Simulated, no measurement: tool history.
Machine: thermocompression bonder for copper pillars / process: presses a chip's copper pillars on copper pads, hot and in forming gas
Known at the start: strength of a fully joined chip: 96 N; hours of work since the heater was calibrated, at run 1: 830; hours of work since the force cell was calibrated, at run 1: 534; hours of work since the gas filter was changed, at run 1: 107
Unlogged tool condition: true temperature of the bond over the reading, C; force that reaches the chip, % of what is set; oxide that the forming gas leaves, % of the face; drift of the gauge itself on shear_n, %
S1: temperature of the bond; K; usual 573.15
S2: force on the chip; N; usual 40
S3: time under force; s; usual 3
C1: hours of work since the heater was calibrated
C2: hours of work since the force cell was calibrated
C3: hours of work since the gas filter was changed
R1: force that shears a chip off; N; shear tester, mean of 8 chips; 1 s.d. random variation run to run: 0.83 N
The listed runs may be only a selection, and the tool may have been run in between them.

run 1 hour=0 | S1=573.15 S2=40 S3=3 | C1=830 C2=534 C3=107 | R1=68.1
run 2 hour=24 | S1=573.15 S2=40 S3=3 | C1=847 C2=552 C3=125 | R1=65.7
run 3 hour=49.9 | S1=573.15 S2=27 S3=3 | C1=867 C2=571 C3=144 | R1=48.1
-- hour=56.6 forming gas filter changed
run 4 hour=86.1 | S1=588.15 S2=40 S3=3 | C1=893 C2=598 C3=22 | R1=73.8
run 5 hour=119.3 | S1=573.15 S2=51 S3=3 | C1=918 C2=623 C3=47 | R1=75.2
-- hour=144.8 heater calibrated with a thermocouple chip
run 6 hour=158.5 | S1=573.15 S2=40 S3=3 | C1=10 C2=651 C3=75 | R1=66.9
run 7 hour=199.3 | S1=573.15 S2=40 S3=8 | C1=41 C2=681 C3=105 | R1=80.5
run 8 hour=223.6 | S1=573.15 S2=40 S3=8 | C1=59 C2=699 C3=123 | R1=78.6
run 9 hour=243 | S1=573.15 S2=40 S3=8 | C1=73 C2=714 C3=138 | R1=81.6
-- hour=260 forming gas filter changed
run 10 hour=261 | S1=595.15 S2=40 S3=3 | C1=86 C2=727 C3=1 | R1=73.8
run 11 hour=285.1 | S1=595.15 S2=40 S3=3 | C1=104 C2=745 C3=19 | R1=76.5
run 12 hour=314.4 | S1=595.15 S2=40 S3=3 | C1=126 C2=767 C3=41 | R1=74.4
run 13 hour=354.4 | S1=573.15 S2=40 S3=3 | C1=156 C2=796 C3=70 | R1=66.2
run 14 hour=380.7 | S1=573.15 S2=40 S3=3 | C1=176 C2=816 C3=90 | R1=65.1
run 15 hour=407 | S1=573.15 S2=40 S3=9 | C1=195 C2=836 C3=110 | R1=81.9
run 16 hour=435.1 | S1=573.15 S2=40 S3=9 | C1=216 C2=857 C3=131 | R1=83.9
-- hour=461.7 forming gas filter changed
run 17 hour=476 | S1=573.15 S2=40 S3=9 | C1=246 C2=887 C3=11 | R1=84.1
run 18 hour=500.8 | S1=573.15 S2=40 S3=9 | C1=265 C2=905 C3=29 | R1=81.9
run 19 hour=541.5 | S1=573.15 S2=40 S3=9 | C1=295 C2=936 C3=59 | R1=82.6
run 20 hour=580.8 | S1=573.15 S2=44 S3=8 | C1=325 C2=965 C3=89 | R1=83.1
run 21 hour=617.6 | S1=582.15 S2=51 S3=3 | C1=352 C2=992 C3=116 | R1=79.1
run 22 hour=640.4 | S1=582.15 S2=51 S3=3 | C1=369 C2=1009 C3=133 | R1=80.5
-- hour=662.2 forming gas filter changed
run 23 hour=663.4 | S1=555.15 S2=46 S3=3 | C1=386 C2=1026 C3=1 | R1=63.6
run 24 hour=696.7 | S1=555.15 S2=47 S3=7 | C1=411 C2=1051 C3=26 | R1=78.3
run 25 hour=733.4 | S1=555.15 S2=47 S3=7 | C1=438 C2=1078 C3=53 | R1=77.6
run 26 hour=754.6 | S1=562.15 S2=28 S3=3 | C1=454 C2=1094 C3=69 | R1=46.6
run 27 hour=779.3 | S1=562.15 S2=42 S3=2 | C1=472 C2=1113 C3=87 | R1=55.6
run 28 hour=811.9 | S1=568.15 S2=58 S3=6 | C1=497 C2=1137 C3=112 | R1=87.7
run 29 hour=829.2 | S1=598.15 S2=58 S3=6 | C1=510 C2=1150 C3=125 | R1=94.5
run 30 hour=849.6 | S1=546.15 S2=26 S3=2 | C1=525 C2=1165 C3=140 | R1=30.3
-- hour=863.7 forming gas filter changed
run 31 hour=885.1 | S1=546.15 S2=26 S3=2 | C1=551 C2=1191 C3=16 | R1=30.4
run 32 hour=926.4 | S1=546.15 S2=24 S3=4 | C1=582 C2=1222 C3=47 | R1=37
-- hour=931 force cell calibrated
run 33 hour=948.3 | S1=546.15 S2=24 S3=4 | C1=597 C2=13 C3=62 | R1=36.5
run 34 hour=981.9 | S1=586.15 S2=42 S3=2 | C1=622 C2=38 C3=87 | R1=66.2
run 35 hour=1000.2 | S1=586.15 S2=42 S3=2 | C1=636 C2=52 C3=101 | R1=65.3
run 36 hour=1019.3 | S1=586.15 S2=42 S3=2 | C1=650 C2=66 C3=115 | R1=66.3
run 37 hour=1052.5 | S1=586.15 S2=42 S3=2 | C1=675 C2=91 C3=140 | R1=66.3
-- hour=1067.2 forming gas filter changed
run 38 hour=1084.1 | S1=586.15 S2=42 S3=2 | C1=698 C2=114 C3=13 | R1=68.3

5 ways to go on from here, each from the tool as it stands after run 38. What would each give?
run A hour=1108.2 | S1=573.15 S2=34 S3=8 | C1=716 C2=132 C3=31 | R1=?
run B hour=1108.2 | S1=558.15 S2=57 S3=2 | C1=716 C2=132 C3=31 | R1=?
run C hour=1108.2 | S1=588.15 S2=26 S3=3 | C1=716 C2=132 C3=31 | R1=?
run D hour=1108.2 | S1=579.15 S2=39 S3=3 | C1=716 C2=132 C3=31 | R1=?
run E hour=1108.2 | S1=573.15 S2=44 S3=3 | C1=716 C2=132 C3=31 | R1=?

run=A R1=75.8
run=B R1=66.1
run=C R1=54.8
run=D R1=67.6
run=E R1=68.9
Stripped of hidden state, with their random variation kept, the same runs would have yielded:
run=A R1=75.7
run=B R1=66
run=C R1=54.7
run=D R1=67.5
run=E R1=68.7
